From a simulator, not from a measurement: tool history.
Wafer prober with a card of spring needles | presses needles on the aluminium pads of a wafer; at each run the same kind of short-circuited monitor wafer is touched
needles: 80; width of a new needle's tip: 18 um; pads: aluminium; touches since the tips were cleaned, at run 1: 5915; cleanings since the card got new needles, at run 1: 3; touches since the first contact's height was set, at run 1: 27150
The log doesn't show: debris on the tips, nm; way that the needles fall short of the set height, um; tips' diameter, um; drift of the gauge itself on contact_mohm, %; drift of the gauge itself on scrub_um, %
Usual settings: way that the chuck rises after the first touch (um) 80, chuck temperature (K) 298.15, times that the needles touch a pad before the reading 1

run,hour,way that the chuck rises after the first touch (um),chuck temperature (K),times that the needles touch a pad before the reading,touches since the tips were cleaned,cleanings since the card got new needles,touches since the first contact's height was set,resistance of one needle with its contact and lead (mohm),way that a needle slides on the pad (um)
1,0.0,80,298.15,1,5915,3,27150,242,12.92
# hour 0.9: tips cleaned on abrasive film
2,10.6,80,343.15,1,1723,4,29011,242,12.88
3,19.9,80,298.15,1,3380,4,30668,237,12.91
4,28.8,80,298.15,1,4970,4,32258,237,12.86
# hour 34.8: tips cleaned on abrasive film
5,38.4,80,298.15,1,638,5,33934,226,12.89
6,44.5,80,298.15,1,1726,5,35022,233,12.89
7,51.6,80,298.15,1,2981,5,36277,235,12.81
8,61.2,80,298.15,1,4701,5,37997,241,12.89
# hour 68.4: tips cleaned on abrasive film
9,72.3,80,298.15,1,689,6,39948,228,12.83
10,82.0,65,298.15,1,2415,6,41674,239,10.45
11,88.8,65,298.15,1,3624,6,42883,247,10.43
12,97.9,65,298.15,1,5235,6,44494,250,10.40
# hour 102.3: tips cleaned on abrasive film
13,107.5,65,298.15,1,907,7,46172,236,10.49
14,119.9,80,298.15,1,3127,7,48392,234,12.85
15,130.0,80,298.15,1,4918,7,50183,236,12.82
# hour 136.8: tips cleaned on abrasive film
16,138.2,80,298.15,1,246,8,51618,221,12.82
17,152.1,80,298.15,1,2721,8,54093,233,12.77
18,164.9,80,298.15,1,4993,8,56365,235,12.81
# hour 171.3: tips cleaned on abrasive film
19,177.7,80,298.15,1,1144,9,58620,226,12.73
20,190.4,66,298.15,2,3396,9,60872,236,10.50
21,197.3,70,298.15,1,4634,9,62110,246,11.21
# hour 205.6: tips cleaned on abrasive film
22,209.5,81,307.15,1,705,10,64255,228,12.90
23,217.8,78,307.15,1,2181,10,65731,236,12.48
24,226.7,93,330.15,3,3763,10,67313,234,14.82
25,232.8,93,330.15,3,4835,10,68385,235,14.95
# hour 239.9: tips cleaned on abrasive film
26,244.3,76,298.15,1,795,11,70423,229,12.11
27,253.0,87,353.15,2,2336,11,71964,239,13.87
28,265.4,65,307.15,1,4531,11,74159,247,10.41
# hour 273.6: tips cleaned on abrasive film
29,274.1,65,310.15,1,87,12,75698,229,10.37
30,284.4,65,337.15,3,1910,12,77521,237,10.35
31,294.4,80,390.15,1,3697,12,79308,258,12.66
32,304.7,80,390.15,1,5525,12,81136,261,12.75
# hour 307.4: tips cleaned on abrasive film
33,316.5,80,332.15,1,1605,13,83205,241,12.72
34,329.2,63,299.15,2,3863,13,85463,238,9.94
35,335.1,80,391.15,1,4919,13,86519,261,12.75

4 ways to go on from here, each from the tool as it stands after run 35. What would each give?
# hour 342.0: tips cleaned on abrasive film
A,347.4,80,349.15,1,949,14,88679,?,?
# hour 342.0: tips cleaned on abrasive film
B,347.4,96,382.15,2,949,14,88679,?,?
# hour 342.0: tips cleaned on abrasive film
C,347.4,80,327.15,1,949,14,88679,?,?
# hour 342.0: tips cleaned on abrasive film
D,347.4,80,338.15,2,949,14,88679,?,?

run,resistance of one needle with its contact and lead (mohm),way that a needle slides on the pad (um)
A,239,12.71
B,238,15.33
C,235,12.75
D,237,12.72
Without the tool's hidden state the same runs would have given:
run,resistance of one needle with its contact and lead (mohm),way that a needle slides on the pad (um)
A,233,12.95
B,235,15.57
C,228,13.00
D,233,12.97
